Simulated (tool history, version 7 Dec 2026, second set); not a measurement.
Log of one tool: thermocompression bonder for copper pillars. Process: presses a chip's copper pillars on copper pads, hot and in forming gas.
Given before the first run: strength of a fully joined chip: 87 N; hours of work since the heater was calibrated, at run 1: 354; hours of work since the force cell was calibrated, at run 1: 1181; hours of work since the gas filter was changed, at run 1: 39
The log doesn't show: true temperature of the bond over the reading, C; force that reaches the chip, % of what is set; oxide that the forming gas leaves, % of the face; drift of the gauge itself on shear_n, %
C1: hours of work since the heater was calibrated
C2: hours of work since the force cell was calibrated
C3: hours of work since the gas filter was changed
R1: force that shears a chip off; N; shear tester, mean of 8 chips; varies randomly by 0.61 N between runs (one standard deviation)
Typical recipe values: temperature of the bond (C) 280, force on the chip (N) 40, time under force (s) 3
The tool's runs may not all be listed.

Run 1, hour 0: usual settings; C1 354; C2 1181; C3 39. Result: R1 35.5 N.
Run 2, hour 36.1: usual settings but force on the chip (N) 36; C1 380; C2 1206; C3 64. Result: R1 32.5 N.
Run 3, hour 79.8: usual settings; C1 411; C2 1238; C3 96. Result: R1 35.5 N.
At hour 126.2: forming gas filter changed.
Run 4, hour 145.1: usual settings but force on the chip (N) 28; C1 458; C2 1284; C3 14. Result: R1 25.7 N.
Run 5, hour 200.9: usual settings but force on the chip (N) 28; C1 497; C2 1324; C3 53. Result: R1 27.7 N.
Run 6, hour 244.7: usual settings but force on the chip (N) 28; C1 529; C2 1355; C3 85. Result: R1 26.7 N.
Run 7, hour 285.2: usual settings but force on the chip (N) 28; C1 558; C2 1384; C3 114. Result: R1 27.5 N.
At hour 303.3: forming gas filter changed.
At hour 316.4: heater calibrated with a thermocouple chip.
Run 8, hour 330.1: usual settings but temperature of the bond (C) 261; C1 10; C2 1415; C3 18. Result: R1 26.5 N.
Run 9, hour 396.6: usual settings but temperature of the bond (C) 304; C1 57; C2 1462; C3 65. Result: R1 47.4 N.
Run 10, hour 441.1: usual settings; C1 89; C2 1494; C3 97. Result: R1 36.4 N.
At hour 483.9: forming gas filter changed.
Run 11, hour 509: usual settings but force on the chip (N) 47; C1 137; C2 1542; C3 18. Result: R1 40.1 N.
Run 12, hour 576.3: usual settings; C1 186; C2 1590; C3 66. Result: R1 34.9 N.
Run 13, hour 622: usual settings but force on the chip (N) 35; C1 218; C2 1623; C3 99. Result: R1 31.5 N.
At hour 666: forming gas filter changed.
Run 14, hour 683.7: usual settings but force on the chip (N) 35; C1 262; C2 1667; C3 13. Result: R1 31 N.
Run 15, hour 734.8: usual settings but force on the chip (N) 49; C1 299; C2 1703; C3 49. Result: R1 40.9 N.
Run 16, hour 765.8: usual settings; C1 321; C2 1726; C3 71. Result: R1 36.1 N.
Run 17, hour 804.7: usual settings but time under force (s) 2; C1 349; C2 1754; C3 99. Result: R1 30.4 N.
At hour 844.3: forming gas filter changed.
Run 18, hour 873.8: usual settings but temperature of the bond (C) 276, time under force (s) 2; C1 398; C2 1803; C3 21. Result: R1 28.1 N.
Run 19, hour 937.7: usual settings but temperature of the bond (C) 276, time under force (s) 2; C1 443; C2 1848; C3 67. Result: R1 28.6 N.
Run 20, hour 966.8: usual settings but temperature of the bond (C) 276, time under force (s) 2; C1 464; C2 1869; C3 88. Result: R1 27.6 N.
At hour 1023.2: forming gas filter changed.
Run 21, hour 1024.8: usual settings but temperature of the bond (C) 276, time under force (s) 2; C1 505; C2 1910; C3 1. Result: R1 29.1 N.
Run 22, hour 1089.9: usual settings but force on the chip (N) 51, time under force (s) 6; C1 552; C2 1957; C3 48. Result: R1 52.1 N.
Run 23, hour 1119.6: usual settings; C1 573; C2 1978; C3 69. Result: R1 35.5 N.
At hour 1130.6: heater calibrated with a thermocouple chip.
Run 24, hour 1178.4: usual settings but temperature of the bond (C) 272; C1 34; C2 2019; C3 110. Result: R1 30.7 N.
At hour 1202.4: forming gas filter changed.
Run 25, hour 1242.8: usual settings but temperature of the bond (C) 272; C1 80; C2 2064; C3 29. Result: R1 31.7 N.
Run 26, hour 1293.1: usual settings but temperature of the bond (C) 250, force on the chip (N) 56; C1 116; C2 2100; C3 65. Result: R1 28.2 N.
At hour 1319.5: force cell calibrated.
Run 27, hour 1363.6: usual settings but temperature of the bond (C) 274, force on the chip (N) 30, time under force (s) 8; C1 165; C2 32; C3 114. Result: R1 38.2 N.
At hour 1383.3: forming gas filter changed.
Run 28, hour 1395.4: usual settings but temperature of the bond (C) 274, force on the chip (N) 30, time under force (s) 8; C1 188; C2 54; C3 9. Result: R1 38.3 N.
Run 29, hour 1456.5: usual settings but temperature of the bond (C) 274, force on the chip (N) 30, time under force (s) 8; C1 231; C2 98; C3 52. Result: R1 38.2 N.
Run 30, hour 1491.4: usual settings but temperature of the bond (C) 265, force on the chip (N) 53; C1 256; C2 123; C3 77. Result: R1 35.2 N.
Run 31, hour 1551.3: usual settings but temperature of the bond (C) 265, force on the chip (N) 53; C1 299; C2 165; C3 120. Result: R1 34.2 N.
At hour 1565: forming gas filter changed.
Run 32, hour 1608.5: usual settings but temperature of the bond (C) 274, time under force (s) 8; C1 340; C2 206; C3 31. Result: R1 47.8 N.
Run 33, hour 1648.1: usual settings but force on the chip (N) 46, time under force (s) 2; C1 368; C2 234; C3 60. Result: R1 32.3 N.
Run 34, hour 1687.7: usual settings but temperature of the bond (C) 263, force on the chip (N) 39; C1 396; C2 263; C3 88. Result: R1 25.6 N.
Run 35, hour 1736: usual settings but temperature of the bond (C) 263, force on the chip (N) 47; C1 431; C2 297; C3 122. Result: R1 30.1 N.
At hour 1747.1: forming gas filter changed.
Run 36, hour 1807.2: usual settings but force on the chip (N) 47; C1 482; C2 348; C3 43. Result: R1 38.2 N.
Run 37, hour 1839.8: usual settings but temperature of the bond (C) 294, force on the chip (N) 52, time under force (s) 6; C1 505; C2 371; C3 66. Result: R1 60.4 N.
Run 38, hour 1882: usual settings but temperature of the bond (C) 288, force on the chip (N) 57; C1 535; C2 401; C3 97. Result: R1 47.8 N.
Run 39, hour 1912.2: usual settings but temperature of the bond (C) 287, force on the chip (N) 59, time under force (s) 5; C1 557; C2 423; C3 118. Result: R1 56.8 N.
At hour 1926.4: forming gas filter changed.
At hour 1946.1: heater calibrated with a thermocouple chip.
Run 40, hour 1982: usual settings but temperature of the bond (C) 287, force on the chip (N) 26; C1 26; C2 471; C3 38. Result: R1 29.2 N.

Alternative continuations, all from the tool just after run 40; predict every row:
Run A, hour 2051.3: usual settings but temperature of the bond (C) 287, force on the chip (N) 25, time under force (s) 2; C1 75; C2 521; C3 88. Result: R1 ?.
Run B, hour 2051.3: usual settings but temperature of the bond (C) 258, force on the chip (N) 55, time under force (s) 4; C1 75; C2 521; C3 88. Result: R1 ?.
Run C, hour 2051.3: usual settings but temperature of the bond (C) 304, force on the chip (N) 46, time under force (s) 5; C1 75; C2 521; C3 88. Result: R1 ?.

run    R1
  A    22
  B  35.9
  C  59.7
The same runs, with their run-to-run variation unchanged, on a tool lacking any hidden condition would have given:
run    R1
  A  22.1
  B  36.1
  C  59.9
